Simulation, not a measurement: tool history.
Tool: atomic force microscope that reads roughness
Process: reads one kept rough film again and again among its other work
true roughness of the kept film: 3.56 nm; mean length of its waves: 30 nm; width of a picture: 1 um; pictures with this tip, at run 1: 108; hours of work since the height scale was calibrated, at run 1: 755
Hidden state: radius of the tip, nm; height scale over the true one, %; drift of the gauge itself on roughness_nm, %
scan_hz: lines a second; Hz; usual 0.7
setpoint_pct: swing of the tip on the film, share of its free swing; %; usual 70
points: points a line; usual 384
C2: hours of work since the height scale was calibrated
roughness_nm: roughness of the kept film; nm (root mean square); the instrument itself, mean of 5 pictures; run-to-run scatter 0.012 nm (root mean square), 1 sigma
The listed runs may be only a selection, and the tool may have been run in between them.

run 1 hour=0 | scan_hz=0.7 setpoint_pct=70 points=384 | pictures_with_this_tip=108 C2=755 | roughness_nm=2.618
run 2 hour=60.9 | scan_hz=0.7 setpoint_pct=62 points=384 | pictures_with_this_tip=187 C2=785 | roughness_nm=2.503
-- hour=105.9 new tip fitted
run 3 hour=129.6 | scan_hz=0.7 setpoint_pct=70 points=384 | pictures_with_this_tip=30 C2=819 | roughness_nm=2.842
run 4 hour=167.3 | scan_hz=0.7 setpoint_pct=70 points=384 | pictures_with_this_tip=80 C2=837 | roughness_nm=2.712
run 5 hour=214.4 | scan_hz=0.7 setpoint_pct=70 points=384 | pictures_with_this_tip=141 C2=861 | roughness_nm=2.58
run 6 hour=279.9 | scan_hz=0.7 setpoint_pct=70 points=384 | pictures_with_this_tip=226 C2=893 | roughness_nm=2.403
-- hour=295.1 new tip fitted
run 7 hour=346.6 | scan_hz=0.7 setpoint_pct=70 points=384 | pictures_with_this_tip=68 C2=926 | roughness_nm=2.748
run 8 hour=389.4 | scan_hz=0.7 setpoint_pct=70 points=365 | pictures_with_this_tip=123 C2=948 | roughness_nm=2.621
run 9 hour=444.4 | scan_hz=0.7 setpoint_pct=70 points=306 | pictures_with_this_tip=195 C2=975 | roughness_nm=2.462
-- hour=483.9 new tip fitted
run 10 hour=488.1 | scan_hz=0.7 setpoint_pct=70 points=306 | pictures_with_this_tip=5 C2=996 | roughness_nm=2.864
run 11 hour=519.7 | scan_hz=2.821 setpoint_pct=70 points=384 | pictures_with_this_tip=46 C2=1012 | roughness_nm=2.494
run 12 hour=552.7 | scan_hz=2.821 setpoint_pct=70 points=384 | pictures_with_this_tip=89 C2=1028 | roughness_nm=2.372
run 13 hour=597.2 | scan_hz=1.41 setpoint_pct=79 points=384 | pictures_with_this_tip=148 C2=1051 | roughness_nm=2.332
run 14 hour=652.1 | scan_hz=1.399 setpoint_pct=79 points=563 | pictures_with_this_tip=219 C2=1078 | roughness_nm=2.234
-- hour=672.3 new tip fitted
run 15 hour=702.4 | scan_hz=0.932 setpoint_pct=72 points=549 | pictures_with_this_tip=39 C2=1103 | roughness_nm=2.739
run 16 hour=742.1 | scan_hz=0.7 setpoint_pct=58 points=319 | pictures_with_this_tip=91 C2=1122 | roughness_nm=2.748
run 17 hour=810.1 | scan_hz=1.815 setpoint_pct=58 points=284 | pictures_with_this_tip=179 C2=1156 | roughness_nm=2.442
-- hour=861 new tip fitted
run 18 hour=877.8 | scan_hz=0.759 setpoint_pct=56 points=468 | pictures_with_this_tip=22 C2=1189 | roughness_nm=2.929
run 19 hour=914.2 | scan_hz=0.7 setpoint_pct=85 points=338 | pictures_with_this_tip=69 C2=1208 | roughness_nm=2.599
run 20 hour=976.6 | scan_hz=0.7 setpoint_pct=70 points=466 | pictures_with_this_tip=151 C2=1239 | roughness_nm=2.568
run 21 hour=1035.6 | scan_hz=0.7 setpoint_pct=87 points=522 | pictures_with_this_tip=228 C2=1268 | roughness_nm=2.276

Each row is a separate what-if for the run after 21, all from the same tool condition, not one after another. Results?
-- hour=1050.7 new tip fitted
run A hour=1092.7 | scan_hz=0.7 setpoint_pct=74 points=522 | pictures_with_this_tip=54 C2=1296 | roughness_nm=?
-- hour=1050.7 new tip fitted
run B hour=1092.7 | scan_hz=0.7 setpoint_pct=65 points=970 | pictures_with_this_tip=54 C2=1296 | roughness_nm=?
-- hour=1050.7 new tip fitted
run C hour=1092.7 | scan_hz=2.931 setpoint_pct=87 points=524 | pictures_with_this_tip=54 C2=1296 | roughness_nm=?

run=A roughness_nm=2.741
run=B roughness_nm=2.806
run=C roughness_nm=2.041
With no hidden state in the tool, these same runs would have given:
run=A roughness_nm=2.921
run=B roughness_nm=2.99
run=C roughness_nm=2.175
